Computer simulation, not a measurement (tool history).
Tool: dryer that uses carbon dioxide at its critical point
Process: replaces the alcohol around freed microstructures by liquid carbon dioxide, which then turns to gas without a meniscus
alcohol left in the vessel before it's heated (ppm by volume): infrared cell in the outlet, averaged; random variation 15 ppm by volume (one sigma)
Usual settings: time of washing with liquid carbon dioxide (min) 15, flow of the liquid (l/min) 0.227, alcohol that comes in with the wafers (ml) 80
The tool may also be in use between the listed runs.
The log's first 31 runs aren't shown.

| run | hour | time of washing with liquid carbon dioxide (min) | flow of the liquid (l/min) | alcohol that comes in with the wafers (ml) | alcohol left in the vessel before it's heated (ppm by volume) |
|---|---|---|---|---|---|
| 32 | 233.8 | 17 | 0.264 | 21 | 87 |
| 33 | 239.5 | 17 | 0.290 | 39 | 86 |
| 34 | 245.5 | 15 | 0.227 | 80 | 1316 |
| 35 | 250.2 | 15 | 0.227 | 80 | 1312 |
| 36 | 258.8 | 15 | 0.227 | 80 | 1292 |
| 37 | 266.5 | 14 | 0.227 | 25 | 614 |
| 38 | 275.1 | 14 | 0.227 | 25 | 610 |
| 39 | 282.4 | 23 | 0.227 | 42 | 90 |

Forecast each of these 4 alternatives for the next run:
| A | 290.6 | 15 | 0.201 | 22 | ? |
| B | 290.6 | 23 | 0.148 | 42 | ? |
| C | 290.6 | 22 | 0.309 | 42 | ? |
| D | 290.6 | 23 | 0.189 | 111 | ? |

| run | alcohol left in the vessel before it's heated (ppm by volume) |
|---|---|
| A | 718 |
| B | 867 |
| C | 38 |
| D | 571 |
Without the tool's hidden state the same runs would have given:
| run | alcohol left in the vessel before it's heated (ppm by volume) |
|---|---|
| A | 483 |
| B | 562 |
| C | 10 |
| D | 322 |
